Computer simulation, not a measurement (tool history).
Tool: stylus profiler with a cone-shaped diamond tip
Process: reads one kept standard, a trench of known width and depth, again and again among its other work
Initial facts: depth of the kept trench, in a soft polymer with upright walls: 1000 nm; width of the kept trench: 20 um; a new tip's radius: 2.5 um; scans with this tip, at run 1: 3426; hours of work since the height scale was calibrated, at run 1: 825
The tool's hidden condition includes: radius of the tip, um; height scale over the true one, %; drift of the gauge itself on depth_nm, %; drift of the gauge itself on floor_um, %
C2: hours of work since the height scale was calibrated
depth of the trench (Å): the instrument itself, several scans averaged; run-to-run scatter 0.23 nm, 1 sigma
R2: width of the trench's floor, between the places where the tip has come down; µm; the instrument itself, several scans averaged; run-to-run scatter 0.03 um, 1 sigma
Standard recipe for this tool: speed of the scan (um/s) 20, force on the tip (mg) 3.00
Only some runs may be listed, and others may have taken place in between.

run 1 day=0.000 | speed_of_the_scan_(um/s)=20 force_on_the_tip_(mg)=3.00 | scans_with_this_tip=3426 C2=825 | depth_of_the_trench_(Å)=10212.3 R2=15.35
run 2 day=1.033 | speed_of_the_scan_(um/s)=39 force_on_the_tip_(mg)=3.00 | scans_with_this_tip=3498 C2=843 | depth_of_the_trench_(Å)=10216.7 R2=15.16
run 3 day=2.079 | speed_of_the_scan_(um/s)=39 force_on_the_tip_(mg)=3.00 | scans_with_this_tip=3570 C2=860 | depth_of_the_trench_(Å)=10218.5 R2=15.24
run 4 day=3.108 | speed_of_the_scan_(um/s)=39 force_on_the_tip_(mg)=3.00 | scans_with_this_tip=3641 C2=877 | depth_of_the_trench_(Å)=10214.4 R2=15.20
run 5 day=4.350 | speed_of_the_scan_(um/s)=24 force_on_the_tip_(mg)=3.00 | scans_with_this_tip=3728 C2=898 | depth_of_the_trench_(Å)=10212.4 R2=15.30
run 6 day=5.562 | speed_of_the_scan_(um/s)=24 force_on_the_tip_(mg)=3.00 | scans_with_this_tip=3812 C2=918 | depth_of_the_trench_(Å)=10214.6 R2=15.23
run 7 day=6.588 | speed_of_the_scan_(um/s)=24 force_on_the_tip_(mg)=3.99 | scans_with_this_tip=3883 C2=935 | depth_of_the_trench_(Å)=10252.1 R2=15.23
run 8 day=7.338 | speed_of_the_scan_(um/s)=24 force_on_the_tip_(mg)=4.63 | scans_with_this_tip=3935 C2=948 | depth_of_the_trench_(Å)=10272.0 R2=15.29
run 9 day=8.412 | speed_of_the_scan_(um/s)=24 force_on_the_tip_(mg)=4.63 | scans_with_this_tip=4010 C2=966 | depth_of_the_trench_(Å)=10277.3 R2=15.26
run 10 day=9.421 | speed_of_the_scan_(um/s)=24 force_on_the_tip_(mg)=6.71 | scans_with_this_tip=4079 C2=983 | depth_of_the_trench_(Å)=10343.7 R2=15.29
run 11 day=10.271 | speed_of_the_scan_(um/s)=24 force_on_the_tip_(mg)=6.71 | scans_with_this_tip=4138 C2=997 | depth_of_the_trench_(Å)=10341.9 R2=15.20
run 12 day=10.883 | speed_of_the_scan_(um/s)=20 force_on_the_tip_(mg)=3.00 | scans_with_this_tip=4181 C2=1007 | depth_of_the_trench_(Å)=10219.9 R2=15.12
run 13 day=11.588 | speed_of_the_scan_(um/s)=20 force_on_the_tip_(mg)=3.00 | scans_with_this_tip=4230 C2=1019 | depth_of_the_trench_(Å)=10221.4 R2=15.23
run 14 day=12.250 | speed_of_the_scan_(um/s)=20 force_on_the_tip_(mg)=1.55 | scans_with_this_tip=4276 C2=1030 | depth_of_the_trench_(Å)=10159.9 R2=15.14
run 15 day=12.904 | speed_of_the_scan_(um/s)=20 force_on_the_tip_(mg)=1.55 | scans_with_this_tip=4321 C2=1041 | depth_of_the_trench_(Å)=10158.1 R2=15.14
run 16 day=13.562 | speed_of_the_scan_(um/s)=20 force_on_the_tip_(mg)=1.55 | scans_with_this_tip=4367 C2=1052 | depth_of_the_trench_(Å)=10156.4 R2=15.17
run 17 day=14.204 | speed_of_the_scan_(um/s)=20 force_on_the_tip_(mg)=2.29 | scans_with_this_tip=4411 C2=1063 | depth_of_the_trench_(Å)=10197.1 R2=15.19
run 18 day=14.788 | speed_of_the_scan_(um/s)=20 force_on_the_tip_(mg)=2.29 | scans_with_this_tip=4452 C2=1072 | depth_of_the_trench_(Å)=10195.2 R2=15.21
run 19 day=16.075 | speed_of_the_scan_(um/s)=20 force_on_the_tip_(mg)=6.64 | scans_with_this_tip=4541 C2=1094 | depth_of_the_trench_(Å)=10351.3 R2=15.25
run 20 day=17.379 | speed_of_the_scan_(um/s)=20 force_on_the_tip_(mg)=6.64 | scans_with_this_tip=4632 C2=1116 | depth_of_the_trench_(Å)=10347.9 R2=15.22
run 21 day=18.183 | speed_of_the_scan_(um/s)=20 force_on_the_tip_(mg)=6.64 | scans_with_this_tip=4687 C2=1129 | depth_of_the_trench_(Å)=10346.1 R2=15.25
run 22 day=19.412 | speed_of_the_scan_(um/s)=20 force_on_the_tip_(mg)=6.64 | scans_with_this_tip=4773 C2=1150 | depth_of_the_trench_(Å)=10348.4 R2=15.23
run 23 day=20.517 | speed_of_the_scan_(um/s)=20 force_on_the_tip_(mg)=3.00 | scans_with_this_tip=4849 C2=1168 | depth_of_the_trench_(Å)=10227.3 R2=15.10
run 24 day=21.167 | speed_of_the_scan_(um/s)=13 force_on_the_tip_(mg)=8.87 | scans_with_this_tip=4894 C2=1179 | depth_of_the_trench_(Å)=10412.6 R2=15.19
run 25 day=21.738 | speed_of_the_scan_(um/s)=13 force_on_the_tip_(mg)=2.39 | scans_with_this_tip=4934 C2=1189 | depth_of_the_trench_(Å)=10206.6 R2=15.24
run 26 day=22.492 | speed_of_the_scan_(um/s)=49 force_on_the_tip_(mg)=3.00 | scans_with_this_tip=4986 C2=1201 | depth_of_the_trench_(Å)=10231.0 R2=14.99
run 27 day=23.346 | speed_of_the_scan_(um/s)=27 force_on_the_tip_(mg)=1.82 | scans_with_this_tip=5045 C2=1215 | depth_of_the_trench_(Å)=10185.5 R2=15.07
run 28 day=23.921 | speed_of_the_scan_(um/s)=27 force_on_the_tip_(mg)=1.82 | scans_with_this_tip=5085 C2=1225 | depth_of_the_trench_(Å)=10186.3 R2=15.02
run 29 day=24.833 | speed_of_the_scan_(um/s)=52 force_on_the_tip_(mg)=2.11 | scans_with_this_tip=5149 C2=1240 | depth_of_the_trench_(Å)=10197.1 R2=14.93
run 30 day=25.704 | speed_of_the_scan_(um/s)=34 force_on_the_tip_(mg)=8.38 | scans_with_this_tip=5209 C2=1255 | depth_of_the_trench_(Å)=10400.5 R2=15.09
run 31 day=26.421 | speed_of_the_scan_(um/s)=34 force_on_the_tip_(mg)=2.34 | scans_with_this_tip=5259 C2=1267 | depth_of_the_trench_(Å)=10206.5 R2=14.94
run 32 day=27.642 | speed_of_the_scan_(um/s)=20 force_on_the_tip_(mg)=2.18 | scans_with_this_tip=5344 C2=1287 | depth_of_the_trench_(Å)=10204.1 R2=15.08
run 33 day=28.750 | speed_of_the_scan_(um/s)=60 force_on_the_tip_(mg)=2.99 | scans_with_this_tip=5420 C2=1306 | depth_of_the_trench_(Å)=10237.2 R2=14.81
run 34 day=29.662 | speed_of_the_scan_(um/s)=27 force_on_the_tip_(mg)=3.00 | scans_with_this_tip=5484 C2=1321 | depth_of_the_trench_(Å)=10238.9 R2=14.98
run 35 day=30.917 | speed_of_the_scan_(um/s)=25 force_on_the_tip_(mg)=3.00 | scans_with_this_tip=5571 C2=1342 | depth_of_the_trench_(Å)=10238.4 R2=15.01
run 36 day=31.600 | speed_of_the_scan_(um/s)=68 force_on_the_tip_(mg)=4.99 | scans_with_this_tip=5618 C2=1353 | depth_of_the_trench_(Å)=10310.0 R2=14.87
run 37 day=32.896 | speed_of_the_scan_(um/s)=51 force_on_the_tip_(mg)=1.37 | scans_with_this_tip=5708 C2=1375 | depth_of_the_trench_(Å)=10171.4 R2=14.70
run 38 day=33.900 | speed_of_the_scan_(um/s)=18 force_on_the_tip_(mg)=2.40 | scans_with_this_tip=5778 C2=1392 | depth_of_the_trench_(Å)=10216.5 R2=15.05
run 39 day=34.671 | speed_of_the_scan_(um/s)=18 force_on_the_tip_(mg)=2.40 | scans_with_this_tip=5831 C2=1405 | depth_of_the_trench_(Å)=10217.6 R2=15.04
run 40 day=35.404 | speed_of_the_scan_(um/s)=44 force_on_the_tip_(mg)=3.00 | scans_with_this_tip=5882 C2=1417 | depth_of_the_trench_(Å)=10242.0 R2=14.88
run 41 day=36.188 | speed_of_the_scan_(um/s)=46 force_on_the_tip_(mg)=2.15 | scans_with_this_tip=5936 C2=1430 | depth_of_the_trench_(Å)=10207.3 R2=14.79
run 42 day=37.204 | speed_of_the_scan_(um/s)=46 force_on_the_tip_(mg)=2.15 | scans_with_this_tip=6007 C2=1447 | depth_of_the_trench_(Å)=10211.3 R2=14.76
run 43 day=37.988 | speed_of_the_scan_(um/s)=17 force_on_the_tip_(mg)=3.18 | scans_with_this_tip=6061 C2=1460 | depth_of_the_trench_(Å)=10249.1 R2=14.99
run 44 day=38.758 | speed_of_the_scan_(um/s)=34 force_on_the_tip_(mg)=2.80 | scans_with_this_tip=6115 C2=1473 | depth_of_the_trench_(Å)=10238.5 R2=14.85
run 45 day=39.988 | speed_of_the_scan_(um/s)=16 force_on_the_tip_(mg)=5.96 | scans_with_this_tip=6200 C2=1494 | depth_of_the_trench_(Å)=10348.5 R2=14.99

Each row is a separate what-if for the run after 45, all from the same tool condition, not one after another. Results?
run A day=40.971 | speed_of_the_scan_(um/s)=17 force_on_the_tip_(mg)=8.09 | scans_with_this_tip=6268 C2=1510 | depth_of_the_trench_(Å)=? R2=?
run B day=40.971 | speed_of_the_scan_(um/s)=16 force_on_the_tip_(mg)=5.08 | scans_with_this_tip=6268 C2=1510 | depth_of_the_trench_(Å)=? R2=?
run C day=40.971 | speed_of_the_scan_(um/s)=15 force_on_the_tip_(mg)=2.26 | scans_with_this_tip=6268 C2=1510 | depth_of_the_trench_(Å)=? R2=?

run=A depth_of_the_trench_(Å)=10406.4 R2=15.01
run=B depth_of_the_trench_(Å)=10318.9 R2=15.03
run=C depth_of_the_trench_(Å)=10217.2 R2=15.01
Had the tool no hidden state, the same runs would have come out as:
run=A depth_of_the_trench_(Å)=10329.6 R2=15.95
run=B depth_of_the_trench_(Å)=10242.8 R2=15.97
run=C depth_of_the_trench_(Å)=10141.9 R2=15.95
